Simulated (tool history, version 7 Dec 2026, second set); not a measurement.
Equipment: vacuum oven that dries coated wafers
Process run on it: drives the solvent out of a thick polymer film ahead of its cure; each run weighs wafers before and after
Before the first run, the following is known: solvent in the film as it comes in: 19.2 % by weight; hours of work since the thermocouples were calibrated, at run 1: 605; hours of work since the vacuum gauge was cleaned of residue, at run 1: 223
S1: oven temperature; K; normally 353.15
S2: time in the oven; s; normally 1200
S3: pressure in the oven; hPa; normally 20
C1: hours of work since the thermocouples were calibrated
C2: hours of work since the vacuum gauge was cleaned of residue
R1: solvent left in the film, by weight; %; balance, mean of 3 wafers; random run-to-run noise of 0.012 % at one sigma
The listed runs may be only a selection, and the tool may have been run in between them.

run 1 day=0 | S1=353.15 S2=1200 S3=20 | C1=605 C2=223 | R1=2.21
run 2 day=0.471 | S1=353.15 S2=1200 S3=20 | C1=613 C2=231 | R1=2.19
run 3 day=0.962 | S1=362.15 S2=1200 S3=20 | C1=622 C2=240 | R1=1.22
run 4 day=1.396 | S1=362.15 S2=1200 S3=20 | C1=629 C2=247 | R1=1.23
run 5 day=1.804 | S1=353.15 S2=1020 S3=20 | C1=636 C2=254 | R1=2.58
run 6 day=2.3 | S1=353.15 S2=1020 S3=20 | C1=645 C2=263 | R1=2.58
run 7 day=2.717 | S1=353.15 S2=1200 S3=20 | C1=652 C2=270 | R1=2.19
run 8 day=3.158 | S1=353.15 S2=1200 S3=20 | C1=660 C2=278 | R1=2.2
run 9 day=3.625 | S1=353.15 S2=1200 S3=20 | C1=668 C2=286 | R1=2.21
run 10 day=4.017 | S1=365.15 S2=1200 S3=20 | C1=675 C2=293 | R1=1.07
run 11 day=4.225 | S1=365.15 S2=1200 S3=20 | C1=678 C2=296 | R1=1.05
run 12 day=4.512 | S1=353.15 S2=660 S3=20 | C1=683 C2=301 | R1=4.1
run 13 day=4.762 | S1=353.15 S2=660 S3=20 | C1=688 C2=306 | R1=4.11
run 14 day=5.146 | S1=353.15 S2=660 S3=20 | C1=694 C2=312 | R1=4.11
run 15 day=5.438 | S1=353.15 S2=1200 S3=20 | C1=699 C2=317 | R1=2.19
run 16 day=5.717 | S1=353.15 S2=1200 S3=18.9 | C1=704 C2=322 | R1=2.13
run 17 day=6.125 | S1=353.15 S2=1200 S3=18.9 | C1=711 C2=329 | R1=2.11
run 18 day=6.546 | S1=353.15 S2=1200 S3=18.9 | C1=719 C2=337 | R1=2.11
run 19 day=6.942 | S1=349.15 S2=1200 S3=20 | C1=726 C2=344 | R1=2.9
run 20 day=7.192 | S1=339.15 S2=1500 S3=19.6 | C1=730 C2=348 | R1=4.58
run 21 day=7.467 | S1=353.15 S2=1200 S3=46 | C1=735 C2=353 | R1=4.19
run 22 day=7.946 | S1=353.15 S2=1740 S3=46.8 | C1=743 C2=361 | R1=3.84
run 23 day=8.262 | S1=342.15 S2=1740 S3=46.8 | C1=748 C2=366 | R1=6.54
run 24 day=8.721 | S1=365.15 S2=780 S3=13.9 | C1=756 C2=374 | R1=1.14
run 25 day=9.042 | S1=343.15 S2=660 S3=40 | C1=762 C2=380 | R1=8.79
run 26 day=9.292 | S1=357.15 S2=660 S3=14.4 | C1=766 C2=384 | R1=2.82
run 27 day=9.733 | S1=341.15 S2=720 S3=14.4 | C1=774 C2=392 | R1=6.73
run 28 day=10.108 | S1=350.15 S2=960 S3=14.4 | C1=780 C2=398 | R1=2.92
run 29 day=10.558 | S1=352.15 S2=1860 S3=24 | C1=788 C2=406 | R1=2.1
run 30 day=10.958 | S1=352.15 S2=1860 S3=24 | C1=795 C2=413 | R1=2.12
run 31 day=11.417 | S1=360.15 S2=660 S3=33 | C1=803 C2=421 | R1=3.24
run 32 day=11.667 | S1=360.15 S2=660 S3=33 | C1=807 C2=425 | R1=3.29
run 33 day=11.871 | S1=353.15 S2=600 S3=78.3 | C1=811 C2=429 | R1=8.36
run 34 day=12.346 | S1=353.15 S2=1200 S3=70.4 | C1=819 C2=437 | R1=6.05
run 35 day=12.8 | S1=353.15 S2=1200 S3=70.4 | C1=827 C2=445 | R1=6.07
run 36 day=13.15 | S1=365.15 S2=1020 S3=24.5 | C1=833 C2=451 | R1=1.36
run 37 day=13.65 | S1=352.15 S2=720 S3=24.5 | C1=842 C2=460 | R1=4.31
run 38 day=13.879 | S1=352.15 S2=720 S3=24.5 | C1=846 C2=464 | R1=4.31

Here are 4 independent what-if runs from the current tool condition. What would each one return?
run A day=14.312 | S1=362.15 S2=1200 S3=42.3 | C1=853 C2=471 | R1=?
run B day=14.312 | S1=344.15 S2=720 S3=24.5 | C1=853 C2=471 | R1=?
run C day=14.312 | S1=345.15 S2=1200 S3=48.2 | C1=853 C2=471 | R1=?
run D day=14.312 | S1=353.15 S2=1200 S3=20 | C1=853 C2=471 | R1=?

run=A R1=2.48
run=B R1=6.68
run=C R1=6.61
run=D R1=2.21
Stripped of hidden state, with their random variation kept, the same runs would have yielded:
run=A R1=2.48
run=B R1=6.68
run=C R1=6.62
run=D R1=2.21
